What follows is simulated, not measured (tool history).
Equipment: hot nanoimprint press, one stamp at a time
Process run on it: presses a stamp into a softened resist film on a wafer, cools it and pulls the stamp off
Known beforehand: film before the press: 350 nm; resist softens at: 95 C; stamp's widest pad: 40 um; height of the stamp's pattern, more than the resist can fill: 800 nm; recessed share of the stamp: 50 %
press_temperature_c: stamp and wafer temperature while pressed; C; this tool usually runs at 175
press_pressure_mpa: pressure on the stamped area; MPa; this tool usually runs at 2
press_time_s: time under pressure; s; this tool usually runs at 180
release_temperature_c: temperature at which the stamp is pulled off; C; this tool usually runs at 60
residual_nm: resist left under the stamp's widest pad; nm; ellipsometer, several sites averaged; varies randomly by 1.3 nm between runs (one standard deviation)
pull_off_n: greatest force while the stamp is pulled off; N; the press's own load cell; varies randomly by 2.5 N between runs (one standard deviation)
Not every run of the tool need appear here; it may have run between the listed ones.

| run | day | press_temperature_c | press_pressure_mpa | press_time_s | release_temperature_c | residual_nm | pull_off_n |
|---|---|---|---|---|---|---|---|
| 1 | 0 | 175 | 2 | 180 | 60 | 196.4 | 118 |
| 2 | 0.675 | 175 | 2 | 180 | 60 | 195.8 | 116 |
| 3 | 1.167 | 175 | 2 | 180 | 60 | 198 | 120 |
| 4 | 1.979 | 175 | 2 | 180 | 60 | 198.9 | 114 |
| 5 | 2.821 | 175 | 2 | 180 | 60 | 199.3 | 117 |
| 6 | 3.354 | 175 | 2 | 180 | 60 | 196.2 | 120 |
| 7 | 3.746 | 175 | 2 | 180 | 60 | 196.4 | 116 |
| 8 | 4.433 | 175 | 2 | 180 | 60 | 197.7 | 108 |
| 9 | 4.925 | 175 | 2 | 180 | 60 | 197.8 | 120 |
| 10 | 5.821 | 175 | 2 | 180 | 60 | 197.2 | 111 |
|  | 6.133 | stamp cleaned and given a new release coat |
| 11 | 6.562 | 175 | 2 | 180 | 60 | 195.6 | 115 |
| 12 | 7.412 | 175 | 2 | 180 | 60 | 197.5 | 116 |
| 13 | 7.979 | 175 | 2 | 180 | 60 | 195.6 | 115 |
| 14 | 8.804 | 175 | 2 | 180 | 51 | 199.7 | 139 |
| 15 | 9.304 | 175 | 2 | 180 | 51 | 196.7 | 140 |
| 16 | 10.05 | 175 | 2 | 180 | 51 | 197.2 | 144 |
| 17 | 10.812 | 175 | 2.8 | 103 | 64 | 208.7 | 103 |
| 18 | 11.512 | 175 | 2.8 | 103 | 64 | 211.5 | 106 |
| 19 | 12.304 | 175 | 2.8 | 103 | 64 | 207.5 | 103 |
| 20 | 12.704 | 175 | 1.45 | 154 | 54 | 229.9 | 136 |
| 21 | 13.371 | 175 | 2 | 106 | 62 | 232.5 | 110 |
| 22 | 14.038 | 175 | 2 | 268 | 52 | 172.2 | 135 |
| 23 | 14.767 | 175 | 2 | 268 | 52 | 170.9 | 139 |
| 24 | 15.438 | 175 | 2 | 268 | 52 | 172.4 | 142 |
| 25 | 16.083 | 175 | 2 | 268 | 52 | 172 | 138 |
| 26 | 16.775 | 175 | 2 | 233 | 58 | 181.2 | 117 |
| 27 | 17.158 | 175 | 2.25 | 180 | 67 | 188.4 | 95 |
| 28 | 17.9 | 185 | 1.86 | 93 | 63 | 176.6 | 109 |
| 29 | 18.767 | 175 | 2 | 206 | 54 | 191.4 | 129 |

Branching from run 29: 3 alternative next runs. What would each branch give?
|  | 19.242 | plate thermocouple calibrated |
| A | 19.767 | 179 | 2 | 206 | 54 | ? | ? |
|  | 19.242 | plate thermocouple calibrated |
| B | 19.767 | 166 | 1.25 | 95 | 54 | ? | ? |
|  | 19.242 | plate thermocouple calibrated |
| C | 19.767 | 167 | 2 | 180 | 48 | ? | ? |

| run | residual_nm | pull_off_n |
|---|---|---|
| A | 161.2 | 136 |
| B | 313.9 | 128 |
| C | 256 | 151 |
The same runs, with their run-to-run variation unchanged, on a tool lacking any hidden condition would have given:
| run | residual_nm | pull_off_n |
|---|---|---|
| A | 161.2 | 135 |
| B | 313.9 | 128 |
| C | 256 | 151 |

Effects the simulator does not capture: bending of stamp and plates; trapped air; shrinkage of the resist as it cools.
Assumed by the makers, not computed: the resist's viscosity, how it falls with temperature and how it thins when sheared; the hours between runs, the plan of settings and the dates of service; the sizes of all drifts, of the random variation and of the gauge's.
